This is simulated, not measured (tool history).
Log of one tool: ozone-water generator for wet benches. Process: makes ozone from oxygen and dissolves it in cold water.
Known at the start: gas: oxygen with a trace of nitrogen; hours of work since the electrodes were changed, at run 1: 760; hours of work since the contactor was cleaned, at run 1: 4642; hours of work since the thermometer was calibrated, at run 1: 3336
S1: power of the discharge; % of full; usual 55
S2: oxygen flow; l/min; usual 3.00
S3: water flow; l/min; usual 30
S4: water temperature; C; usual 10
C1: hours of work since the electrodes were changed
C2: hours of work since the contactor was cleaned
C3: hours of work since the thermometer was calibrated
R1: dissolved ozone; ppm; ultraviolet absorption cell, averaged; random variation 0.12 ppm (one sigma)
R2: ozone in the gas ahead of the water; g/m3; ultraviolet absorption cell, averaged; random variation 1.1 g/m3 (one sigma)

{"run": 1, "hour": 0.0, "S1": 55, "S2": 3.0, "S3": 30, "S4": 10, "C1": 760, "C2": 4642, "C3": 3336, "R1": 10.4, "R2": 193.2}
{"run": 2, "hour": 194.9, "S1": 55, "S2": 3.0, "S3": 30, "S4": 10, "C1": 884, "C2": 4766, "C3": 3460, "R1": 10.3, "R2": 191.7}
{"run": 3, "hour": 341.3, "S1": 55, "S2": 3.0, "S3": 30, "S4": 10, "C1": 977, "C2": 4859, "C3": 3553, "R1": 10.1, "R2": 193.3}
{"run": 4, "hour": 490.5, "S1": 55, "S2": 3.0, "S3": 30, "S4": 10, "C1": 1071, "C2": 4954, "C3": 3648, "R1": 10.4, "R2": 192.0}
{"run": 5, "hour": 576.5, "S1": 55, "S2": 3.0, "S3": 30, "S4": 10, "C1": 1126, "C2": 5009, "C3": 3702, "R1": 10.2, "R2": 190.1}
{"run": 6, "hour": 730.1, "S1": 55, "S2": 3.0, "S3": 30, "S4": 10, "C1": 1224, "C2": 5106, "C3": 3800, "R1": 10.2, "R2": 189.3}
{"run": 7, "hour": 873.3, "S1": 55, "S2": 3.0, "S3": 30, "S4": 10, "C1": 1315, "C2": 5197, "C3": 3891, "R1": 10.1, "R2": 189.0}
{"run": 8, "hour": 984.0, "S1": 55, "S2": 3.0, "S3": 30, "S4": 10, "C1": 1385, "C2": 5268, "C3": 3961, "R1": 10.2, "R2": 190.0}
{"hour": 1042.8, "done": "water thermometer calibrated"}
{"run": 9, "hour": 1172.4, "S1": 55, "S2": 3.0, "S3": 30, "S4": 10, "C1": 1505, "C2": 5387, "C3": 82, "R1": 10.2, "R2": 186.7}
{"run": 10, "hour": 1364.3, "S1": 55, "S2": 3.0, "S3": 30, "S4": 10, "C1": 1627, "C2": 5509, "C3": 204, "R1": 9.8, "R2": 186.6}
{"run": 11, "hour": 1539.1, "S1": 55, "S2": 3.0, "S3": 30, "S4": 10, "C1": 1738, "C2": 5620, "C3": 315, "R1": 9.9, "R2": 188.9}
{"run": 12, "hour": 1728.1, "S1": 55, "S2": 3.0, "S3": 43, "S4": 10, "C1": 1858, "C2": 5740, "C3": 436, "R1": 6.6, "R2": 187.6}
{"run": 13, "hour": 1907.6, "S1": 55, "S2": 3.25, "S3": 30, "S4": 10, "C1": 1972, "C2": 5855, "C3": 550, "R1": 10.4, "R2": 181.7}
{"run": 14, "hour": 2013.8, "S1": 55, "S2": 3.0, "S3": 37, "S4": 10, "C1": 2039, "C2": 5922, "C3": 617, "R1": 7.9, "R2": 183.3}
{"run": 15, "hour": 2098.5, "S1": 68, "S2": 3.0, "S3": 37, "S4": 10, "C1": 2093, "C2": 5976, "C3": 671, "R1": 8.8, "R2": 209.3}
{"run": 16, "hour": 2186.2, "S1": 68, "S2": 3.0, "S3": 37, "S4": 8, "C1": 2149, "C2": 6032, "C3": 727, "R1": 8.9, "R2": 207.2}
{"run": 17, "hour": 2281.7, "S1": 68, "S2": 3.0, "S3": 37, "S4": 8, "C1": 2210, "C2": 6092, "C3": 787, "R1": 8.7, "R2": 207.0}

Run 18 comes next. What will it give?
{"run": 18, "hour": 2372.5, "S1": 68, "S2": 3.0, "S3": 37, "S4": 8, "C1": 2267, "C2": 6150, "C3": 845, "R1": "?", "R2": "?"}

{"run 18": {"R1": 8.7, "R2": 208.1}}
Without the tool's hidden state the same run would have given R1 9.8 ppm, R2 224.3 g/m3.
